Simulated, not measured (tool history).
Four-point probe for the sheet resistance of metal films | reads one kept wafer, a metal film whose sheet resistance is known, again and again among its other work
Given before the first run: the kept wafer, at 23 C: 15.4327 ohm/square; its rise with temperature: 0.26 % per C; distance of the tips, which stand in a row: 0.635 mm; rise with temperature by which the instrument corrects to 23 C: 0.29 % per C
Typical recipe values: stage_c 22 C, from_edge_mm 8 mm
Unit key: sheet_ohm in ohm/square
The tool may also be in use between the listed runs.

run   hour  stage_c  from_edge_mm  sheet_ohm
  1      0       22             8  15.556295
  2   16.2       22            14  15.524536
  3   31.6       22            14   15.51818
  4   63.4       22            14  15.527287
  5   87.5       22            14  15.520072
  6  114.9       22             7  15.573616
  7    131       22             7  15.578583
  8  155.2       22             8  15.556048
  9  179.9       22             8  15.562293
 10  209.2       22             8  15.561209
 11    234       22            14  15.527779
 12    262       22            14   15.52768
 13  292.9       22            14  15.526062
     296.1  -- stage's thermometer calibrated
 14  317.1       22            14  15.516736
 15  346.1       21            22   15.52059
     369.5  -- stage's thermometer calibrated, once more
 16  371.5       34            39  15.451109
 17  393.4       34            39  15.456858
 18  410.9       34            39  15.454277
 19    438       21            12  15.546398
 20  457.6       21            12  15.542019
 21  476.5       20            62  15.522293
 22  491.7       33            65  15.466049
 23  522.6       33            40  15.460657
 24  539.8       33            43  15.465063
 25  564.2       29            17  15.489607

Below are 4 alternative next runs, each starting from the tool's condition after run 25. Predict each:
  A  581.3       22             6          ?
  B  581.3       22            28          ?
  C  581.3       23             8          ?
  D  581.3       33             4          ?

run  sheet_ohm
  A  15.612674
  B  15.520008
  C  15.565964
  D  15.663959
Had the tool no hidden state, the same runs would have come out as:
run  sheet_ohm
  A  15.531893
  B  15.439671
  C  15.485403
  D  15.582906

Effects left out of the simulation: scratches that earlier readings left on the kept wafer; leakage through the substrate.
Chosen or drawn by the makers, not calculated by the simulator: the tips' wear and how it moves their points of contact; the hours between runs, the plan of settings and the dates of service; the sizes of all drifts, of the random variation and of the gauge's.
